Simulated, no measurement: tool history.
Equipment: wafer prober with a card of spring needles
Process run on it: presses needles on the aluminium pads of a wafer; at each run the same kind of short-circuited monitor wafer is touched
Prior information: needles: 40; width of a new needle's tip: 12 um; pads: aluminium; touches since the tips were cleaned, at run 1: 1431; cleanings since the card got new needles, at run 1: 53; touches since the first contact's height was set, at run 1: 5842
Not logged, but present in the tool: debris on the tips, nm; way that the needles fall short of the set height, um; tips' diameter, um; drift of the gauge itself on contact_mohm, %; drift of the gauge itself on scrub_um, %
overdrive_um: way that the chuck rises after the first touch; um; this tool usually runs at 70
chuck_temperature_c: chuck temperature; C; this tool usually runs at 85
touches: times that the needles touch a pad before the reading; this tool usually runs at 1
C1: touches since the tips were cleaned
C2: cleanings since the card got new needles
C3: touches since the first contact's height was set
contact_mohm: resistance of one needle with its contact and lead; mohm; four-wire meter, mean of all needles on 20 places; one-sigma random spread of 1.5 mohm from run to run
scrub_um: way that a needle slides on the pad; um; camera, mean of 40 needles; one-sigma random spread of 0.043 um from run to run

run 1 hour=0 | overdrive_um=70 chuck_temperature_c=85 touches=1 | C1=1431 C2=53 C3=5842 | contact_mohm=142 scrub_um=9.19
-- hour=3.2 tips cleaned on abrasive film
-- hour=9.2 tips cleaned on abrasive film
run 2 hour=9.2 | overdrive_um=70 chuck_temperature_c=39 touches=1 | C1=0 C2=55 C3=12206 | contact_mohm=136 scrub_um=9.13
-- hour=15.1 tips cleaned on abrasive film
-- hour=20.3 tips cleaned on abrasive film
run 3 hour=21.4 | overdrive_um=70 chuck_temperature_c=85 touches=2 | C1=814 C2=57 C3=20634 | contact_mohm=143 scrub_um=9.19
-- hour=26.1 tips cleaned on abrasive film
-- hour=31.7 tips cleaned on abrasive film
run 4 hour=36.1 | overdrive_um=70 chuck_temperature_c=85 touches=2 | C1=3095 C2=59 C3=30848 | contact_mohm=145 scrub_um=9.14
-- hour=37.5 tips cleaned on abrasive film
-- hour=43.5 tips cleaned on abrasive film
-- hour=49.5 tips cleaned on abrasive film
-- hour=55.7 tips cleaned on abrasive film
run 5 hour=57.4 | overdrive_um=70 chuck_temperature_c=85 touches=2 | C1=1170 C2=63 C3=45525 | contact_mohm=143 scrub_um=9.2
-- hour=60.9 tips cleaned on abrasive film
-- hour=67 tips cleaned on abrasive film
-- hour=72.9 tips cleaned on abrasive film
run 6 hour=75.4 | overdrive_um=70 chuck_temperature_c=85 touches=2 | C1=1795 C2=66 C3=58048 | contact_mohm=143 scrub_um=9.24
-- hour=78 tips cleaned on abrasive film
-- hour=83.6 tips cleaned on abrasive film
-- hour=89.8 tips cleaned on abrasive film
run 7 hour=89.8 | overdrive_um=70 chuck_temperature_c=85 touches=1 | C1=0 C2=69 C3=67970 | contact_mohm=143 scrub_um=9.17
-- hour=95.7 tips cleaned on abrasive film
run 8 hour=98.6 | overdrive_um=70 chuck_temperature_c=85 touches=1 | C1=2010 C2=70 C3=74068 | contact_mohm=139 scrub_um=9.24
-- hour=101.2 tips cleaned on abrasive film
-- hour=107.2 tips cleaned on abrasive film
run 9 hour=110.2 | overdrive_um=70 chuck_temperature_c=85 touches=2 | C1=2121 C2=72 C3=82099 | contact_mohm=142 scrub_um=9.27
-- hour=112.8 tips cleaned on abrasive film
-- hour=118.8 tips cleaned on abrasive film
-- hour=124.6 tips cleaned on abrasive film
run 10 hour=128.5 | overdrive_um=70 chuck_temperature_c=85 touches=1 | C1=2755 C2=75 C3=94782 | contact_mohm=142 scrub_um=9.21
-- hour=130.6 tips cleaned on abrasive film
-- hour=136.7 tips cleaned on abrasive film
-- hour=142.7 tips cleaned on abrasive film
run 11 hour=147 | overdrive_um=70 chuck_temperature_c=85 touches=1 | C1=2990 C2=78 C3=107561 | contact_mohm=143 scrub_um=9.21
-- hour=148.2 tips cleaned on abrasive film
-- hour=154.3 tips cleaned on abrasive film
-- hour=160.7 tips cleaned on abrasive film
-- hour=166.6 tips cleaned on abrasive film
run 12 hour=168.2 | overdrive_um=70 chuck_temperature_c=85 touches=3 | C1=1099 C2=82 C3=122228 | contact_mohm=142 scrub_um=9.26
-- hour=172.1 tips cleaned on abrasive film
-- hour=178.4 tips cleaned on abrasive film
-- hour=183.5 tips cleaned on abrasive film
run 13 hour=184.5 | overdrive_um=70 chuck_temperature_c=85 touches=3 | C1=731 C2=85 C3=133509 | contact_mohm=144 scrub_um=9.28
-- hour=188.9 tips cleaned on abrasive film
-- hour=195.3 tips cleaned on abrasive film
-- hour=201.5 tips cleaned on abrasive film
run 14 hour=205.4 | overdrive_um=70 chuck_temperature_c=85 touches=3 | C1=2776 C2=88 C3=148031 | contact_mohm=143 scrub_um=9.31
-- hour=207.7 tips cleaned on abrasive film
-- hour=212.8 tips cleaned on abrasive film
-- hour=219 tips cleaned on abrasive film
-- hour=225 tips cleaned on abrasive film
run 15 hour=226.3 | overdrive_um=70 chuck_temperature_c=85 touches=3 | C1=891 C2=92 C3=162445 | contact_mohm=141 scrub_um=9.35
-- hour=231.1 tips cleaned on abrasive film
-- hour=236.2 tips cleaned on abrasive film
run 16 hour=240 | overdrive_um=70 chuck_temperature_c=85 touches=3 | C1=2672 C2=94 C3=171971 | contact_mohm=144 scrub_um=9.25
-- hour=242.6 tips cleaned on abrasive film
-- hour=247.7 tips cleaned on abrasive film
-- hour=253.5 tips cleaned on abrasive film
run 17 hour=255.7 | overdrive_um=70 chuck_temperature_c=85 touches=3 | C1=1566 C2=97 C3=182790 | contact_mohm=143 scrub_um=9.28
-- hour=259.4 tips cleaned on abrasive film
-- hour=265.4 tips cleaned on abrasive film
-- hour=270.5 tips cleaned on abrasive film
run 18 hour=272 | overdrive_um=89 chuck_temperature_c=85 touches=1 | C1=1061 C2=100 C3=194038 | contact_mohm=143 scrub_um=11.78
-- hour=274.8 height of the first contact set anew
-- hour=276.1 tips cleaned on abrasive film
-- hour=282.2 tips cleaned on abrasive film
-- hour=288.2 tips cleaned on abrasive film
run 19 hour=290.9 | overdrive_um=70 chuck_temperature_c=62 touches=1 | C1=1901 C2=103 C3=11140 | contact_mohm=139 scrub_um=9.39
-- hour=294.3 tips cleaned on abrasive film
-- hour=300 tips cleaned on abrasive film
-- hour=305.6 tips cleaned on abrasive film
run 20 hour=310.4 | overdrive_um=70 chuck_temperature_c=31 touches=1 | C1=3348 C2=106 C3=24635 | contact_mohm=136 scrub_um=9.35
-- hour=311.7 tips cleaned on abrasive film
-- hour=317.7 tips cleaned on abrasive film
-- hour=323.7 tips cleaned on abrasive film
run 21 hour=327.8 | overdrive_um=80 chuck_temperature_c=90 touches=3 | C1=2865 C2=109 C3=36678 | contact_mohm=144 scrub_um=10.74
-- hour=329.1 tips cleaned on abrasive film
-- hour=334.9 tips cleaned on abrasive film
-- hour=340.5 tips cleaned on abrasive film
-- hour=346.5 tips cleaned on abrasive film
run 22 hour=348.1 | overdrive_um=70 chuck_temperature_c=85 touches=3 | C1=1156 C2=113 C3=50735 | contact_mohm=140 scrub_um=9.38
-- hour=352 tips cleaned on abrasive film
-- hour=358.1 tips cleaned on abrasive film
-- hour=363.8 tips cleaned on abrasive film
run 23 hour=364.4 | overdrive_um=68 chuck_temperature_c=85 touches=1 | C1=411 C2=116 C3=61991 | contact_mohm=143 scrub_um=9.15
-- hour=370.1 tips cleaned on abrasive film
-- hour=376 tips cleaned on abrasive film
run 24 hour=378.7 | overdrive_um=59 chuck_temperature_c=114 touches=1 | C1=1835 C2=118 C3=71870 | contact_mohm=147 scrub_um=7.9
-- hour=381.3 tips cleaned on abrasive film
-- hour=382.5 gauge calibrated
-- hour=386.4 tips cleaned on abrasive film
-- hour=391.7 tips cleaned on abrasive film
-- hour=398.1 tips cleaned on abrasive film
run 25 hour=398.7 | overdrive_um=70 chuck_temperature_c=33 touches=1 | C1=452 C2=122 C3=85708 | contact_mohm=137 scrub_um=9.2
-- hour=403.7 tips cleaned on abrasive film
-- hour=409.6 tips cleaned on abrasive film
run 26 hour=411.1 | overdrive_um=56 chuck_temperature_c=110 touches=2 | C1=1109 C2=124 C3=94319 | contact_mohm=147 scrub_um=7.41
-- hour=414.7 tips cleaned on abrasive film
-- hour=420.6 tips cleaned on abrasive film
-- hour=426.4 tips cleaned on abrasive film
run 27 hour=428.5 | overdrive_um=50 chuck_temperature_c=85 touches=2 | C1=1492 C2=127 C3=106318 | contact_mohm=146 scrub_um=6.56

How the hidden state differs across the entries between the runs, from the last listed run before each to the first after it:
Runs 1 to 2: tips cleaned on abrasive film (hour 3.2); tips cleaned on abrasive film (hour 9.2)
  debris on the tips, nm: 0.7 -> 0.1; drift of the gauge itself on scrub_um, %: 0 -> 0.07
  what was measured, less what the result would be without the hidden state, scrub_um: +0 -> +0.01 um
Runs 2 to 3: tips cleaned on abrasive film (hour 15.1); tips cleaned on abrasive film (hour 20.3)
  debris on the tips, nm: 0.1 -> 0.5; way that the needles fall short of the set height, um: 0 -> 0.01; drift of the gauge itself on scrub_um, %: 0.07 -> 0.15
  what was measured, less what the result would be without the hidden state, scrub_um: +0.01 -> +0.02 um
Runs 3 to 4: tips cleaned on abrasive film (hour 26.1); tips cleaned on abrasive film (hour 31.7)
  debris on the tips, nm: 0.5 -> 1.2; drift of the gauge itself on scrub_um, %: 0.15 -> 0.26
  what was measured, less what the result would be without the hidden state, scrub_um: +0.02 -> +0.02 um
Runs 4 to 5: tips cleaned on abrasive film (hour 37.5); tips cleaned on abrasive film (hour 43.5); tips cleaned on abrasive film (hour 49.5); tips cleaned on abrasive film (hour 55.7)
  debris on the tips, nm: 1.2 -> 0.6; way that the needles fall short of the set height, um: 0.01 -> 0.02; drift of the gauge itself on scrub_um, %: 0.26 -> 0.41
  what was measured, less what the result would be without the hidden state, scrub_um: +0.02 -> +0.03 um
Runs 5 to 6: tips cleaned on abrasive film (hour 60.9); tips cleaned on abrasive film (hour 67); tips cleaned on abrasive film (hour 72.9)
  debris on the tips, nm: 0.6 -> 0.8; tips' diameter, um: 12.03 -> 12.04; drift of the gauge itself on scrub_um, %: 0.41 -> 0.54
  what was measured, less what the result would be without the hidden state, scrub_um: +0.03 -> +0.05 um
Runs 6 to 7: tips cleaned on abrasive film (hour 78); tips cleaned on abrasive film (hour 83.6); tips cleaned on abrasive film (hour 89.8)
  debris on the tips, nm: 0.8 -> 0.1; way that the needles fall short of the set height, um: 0.02 -> 0.03; drift of the gauge itself on scrub_um, %: 0.54 -> 0.65
  what was measured, less what the result would be without the hidden state, scrub_um: +0.05 -> +0.06 um
Runs 7 to 8: tips cleaned on abrasive film (hour 95.7)
  debris on the tips, nm: 0.1 -> 0.9; drift of the gauge itself on scrub_um, %: 0.65 -> 0.71
  what was measured, less what the result would be without the hidden state, scrub_um: +0.06 -> +0.06 um
Runs 8 to 9: tips cleaned on abrasive film (hour 101.2); tips cleaned on abrasive film (hour 107.2)
  drift of the gauge itself on scrub_um, %: 0.71 -> 0.79
  what was measured, less what the result would be without the hidden state, scrub_um: +0.06 -> +0.07 um
Runs 9 to 10: tips cleaned on abrasive film (hour 112.8); tips cleaned on abrasive film (hour 118.8); tips cleaned on abrasive film (hour 124.6)
  debris on the tips, nm: 0.9 -> 1.2; drift of the gauge itself on scrub_um, %: 0.79 -> 0.92
  what was measured, less what the result would be without the hidden state, scrub_um: +0.07 -> +0.08 um
Runs 10 to 11: tips cleaned on abrasive film (hour 130.6); tips cleaned on abrasive film (hour 136.7); tips cleaned on abrasive film (hour 142.7)
  debris on the tips, nm: 1.2 -> 1.3; way that the needles fall short of the set height, um: 0.03 -> 0.04; drift of the gauge itself on scrub_um, %: 0.92 -> 1.06
  what was measured, less what the result would be without the hidden state, scrub_um: +0.08 -> +0.1 um
Runs 11 to 12: tips cleaned on abrasive film (hour 148.2); tips cleaned on abrasive film (hour 154.3); tips cleaned on abrasive film (hour 160.7); tips cleaned on abrasive film (hour 166.6)
  debris on the tips, nm: 1.3 -> 0.5; way that the needles fall short of the set height, um: 0.04 -> 0.05; drift of the gauge itself on scrub_um, %: 1.06 -> 1.21
  what was measured, less what the result would be without the hidden state, scrub_um: +0.1 -> +0.11 um
Runs 12 to 13: tips cleaned on abrasive film (hour 172.1); tips cleaned on abrasive film (hour 178.4); tips cleaned on abrasive film (hour 183.5)
  debris on the tips, nm: 0.5 -> 0.4; tips' diameter, um: 12.04 -> 12.05; drift of the gauge itself on scrub_um, %: 1.21 -> 1.33
  what was measured, less what the result would be without the hidden state, scrub_um: +0.11 -> +0.12 um
Runs 13 to 14: tips cleaned on abrasive film (hour 188.9); tips cleaned on abrasive film (hour 195.3); tips cleaned on abrasive film (hour 201.5)
  debris on the tips, nm: 0.4 -> 1; drift of the gauge itself on scrub_um, %: 1.33 -> 1.48
  what was measured, less what the result would be without the hidden state, scrub_um: +0.12 -> +0.13 um
Runs 14 to 15: tips cleaned on abrasive film (hour 207.7); tips cleaned on abrasive film (hour 212.8); tips cleaned on abrasive film (hour 219); tips cleaned on abrasive film (hour 225)
  debris on the tips, nm: 1 -> 0.5; way that the needles fall short of the set height, um: 0.05 -> 0.06; drift of the gauge itself on scrub_um, %: 1.48 -> 1.63
  what was measured, less what the result would be without the hidden state, scrub_um: +0.13 -> +0.15 um
Runs 15 to 16: tips cleaned on abrasive film (hour 231.1); tips cleaned on abrasive film (hour 236.2)
  debris on the tips, nm: 0.5 -> 1.2; way that the needles fall short of the set height, um: 0.06 -> 0.07; drift of the gauge itself on scrub_um, %: 1.63 -> 1.73
  what was measured, less what the result would be without the hidden state, scrub_um: +0.15 -> +0.15 um
Runs 16 to 17: tips cleaned on abrasive film (hour 242.6); tips cleaned on abrasive film (hour 247.7); tips cleaned on abrasive film (hour 253.5)
  debris on the tips, nm: 1.2 -> 0.8; drift of the gauge itself on scrub_um, %: 1.73 -> 1.84
  what was measured, less what the result would be without the hidden state, scrub_um: +0.15 -> +0.16 um
Runs 17 to 18: tips cleaned on abrasive film (hour 259.4); tips cleaned on abrasive film (hour 265.4); tips cleaned on abrasive film (hour 270.5)
  debris on the tips, nm: 0.8 -> 0.6; way that the needles fall short of the set height, um: 0.07 -> 0.08; tips' diameter, um: 12.05 -> 12.06; drift of the gauge itself on scrub_um, %: 1.84 -> 1.95
  what was measured, less what the result would be without the hidden state, scrub_um: +0.16 -> +0.22 um
Runs 18 to 19: height of the first contact set anew (hour 274.8); tips cleaned on abrasive film (hour 276.1); tips cleaned on abrasive film (hour 282.2); tips cleaned on abrasive film (hour 288.2)
  debris on the tips, nm: 0.6 -> 0.9; way that the needles fall short of the set height, um: 0.08 -> 0.01; drift of the gauge itself on scrub_um, %: 1.95 -> 2.09
  what was measured, less what the result would be without the hidden state, scrub_um: +0.22 -> +0.19 um
Runs 19 to 20: tips cleaned on abrasive film (hour 294.3); tips cleaned on abrasive film (hour 300); tips cleaned on abrasive film (hour 305.6)
  debris on the tips, nm: 0.9 -> 1.3; drift of the gauge itself on scrub_um, %: 2.09 -> 2.23
  what was measured, less what the result would be without the hidden state, scrub_um: +0.19 -> +0.2 um
Runs 20 to 21: tips cleaned on abrasive film (hour 311.7); tips cleaned on abrasive film (hour 317.7); tips cleaned on abrasive film (hour 323.7)
  debris on the tips, nm: 1.3 -> 1.2; drift of the gauge itself on scrub_um, %: 2.23 -> 2.35
  what was measured, less what the result would be without the hidden state, scrub_um: +0.2 -> +0.25 um
Runs 21 to 22: tips cleaned on abrasive film (hour 329.1); tips cleaned on abrasive film (hour 334.9); tips cleaned on abrasive film (hour 340.5); tips cleaned on abrasive film (hour 346.5)
  debris on the tips, nm: 1.2 -> 0.6; way that the needles fall short of the set height, um: 0.01 -> 0.02; drift of the gauge itself on scrub_um, %: 2.35 -> 2.5
  what was measured, less what the result would be without the hidden state, scrub_um: +0.25 -> +0.23 um
Runs 22 to 23: tips cleaned on abrasive film (hour 352); tips cleaned on abrasive film (hour 358.1); tips cleaned on abrasive film (hour 363.8)
  debris on the tips, nm: 0.6 -> 0.3; drift of the gauge itself on scrub_um, %: 2.5 -> 2.62
  what was measured, less what the result would be without the hidden state, scrub_um: +0.23 -> +0.23 um
Runs 23 to 24: tips cleaned on abrasive film (hour 370.1); tips cleaned on abrasive film (hour 376)
  debris on the tips, nm: 0.3 -> 0.8; way that the needles fall short of the set height, um: 0.02 -> 0.03; drift of the gauge itself on scrub_um, %: 2.62 -> 2.72
  what was measured, less what the result would be without the hidden state, scrub_um: +0.23 -> +0.21 um
Runs 24 to 25: tips cleaned on abrasive film (hour 381.3); gauge calibrated (hour 382.5); tips cleaned on abrasive film (hour 386.4); tips cleaned on abrasive film (hour 391.7); tips cleaned on abrasive film (hour 398.1)
  debris on the tips, nm: 0.8 -> 0.3; tips' diameter, um: 12.06 -> 12.07; drift of the gauge itself on scrub_um, %: 2.72 -> 0.12
  what was measured, less what the result would be without the hidden state, scrub_um: +0.21 -> +0.01 um
Runs 25 to 26: tips cleaned on abrasive film (hour 403.7); tips cleaned on abrasive film (hour 409.6)
  debris on the tips, nm: 0.3 -> 0.7; way that the needles fall short of the set height, um: 0.03 -> 0.04; drift of the gauge itself on scrub_um, %: 0.12 -> 0.21
  what was measured, less what the result would be without the hidden state, scrub_um: +0.01 -> +0.01 um
Runs 26 to 27: tips cleaned on abrasive film (hour 414.7); tips cleaned on abrasive film (hour 420.6); tips cleaned on abrasive film (hour 426.4)
  drift of the gauge itself on scrub_um, %: 0.21 -> 0.33
  what was measured, less what the result would be without the hidden state, scrub_um: +0.01 -> +0.01 um

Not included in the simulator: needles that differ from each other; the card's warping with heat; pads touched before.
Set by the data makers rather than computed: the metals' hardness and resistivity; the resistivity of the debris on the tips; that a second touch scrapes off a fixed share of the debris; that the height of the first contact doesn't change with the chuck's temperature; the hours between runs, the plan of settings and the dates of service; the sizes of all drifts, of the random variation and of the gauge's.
